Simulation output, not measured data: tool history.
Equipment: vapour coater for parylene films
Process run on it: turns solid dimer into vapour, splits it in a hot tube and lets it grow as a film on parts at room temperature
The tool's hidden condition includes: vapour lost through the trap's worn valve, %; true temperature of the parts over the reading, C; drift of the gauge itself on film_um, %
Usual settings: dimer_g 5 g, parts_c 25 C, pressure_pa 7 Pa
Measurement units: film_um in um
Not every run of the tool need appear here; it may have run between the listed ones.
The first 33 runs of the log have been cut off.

run	day	dimer_g	parts_c	pressure_pa	hours of work since the trap's valve was overhauled	hours of work since the table's thermometer was calibrated	film_um
34	21.8	3	22	7	312	595	0.452
35	22.325	3	21	7	318	601	0.473
36	23.138	2	18	10.62	329	612	0.332
37	23.917	2	25	10.62	339	621	0.239
38	24.467	6	31	2.67	346	628	0.741
39	25.371	6	35	3.15	357	640	0.58
40	25.875	8	27	9.2	364	646	0.89
41	26.658	3	34	9.78	374	656	0.232
42	27.558	3	22	4.24	385	668	0.513

3 ways to go on from here, each from the tool as it stands after run 42. What would each give?
A	28.104	5	25	8.3	392	675	?
B	28.104	4	27	2.18	392	675	?
C	28.104	2	36	4.58	392	675	?

run	film_um
A	0.637
B	0.625
C	0.164
Had the tool no hidden state, the same runs would have come out as:
run	film_um
A	0.639
B	0.626
C	0.164
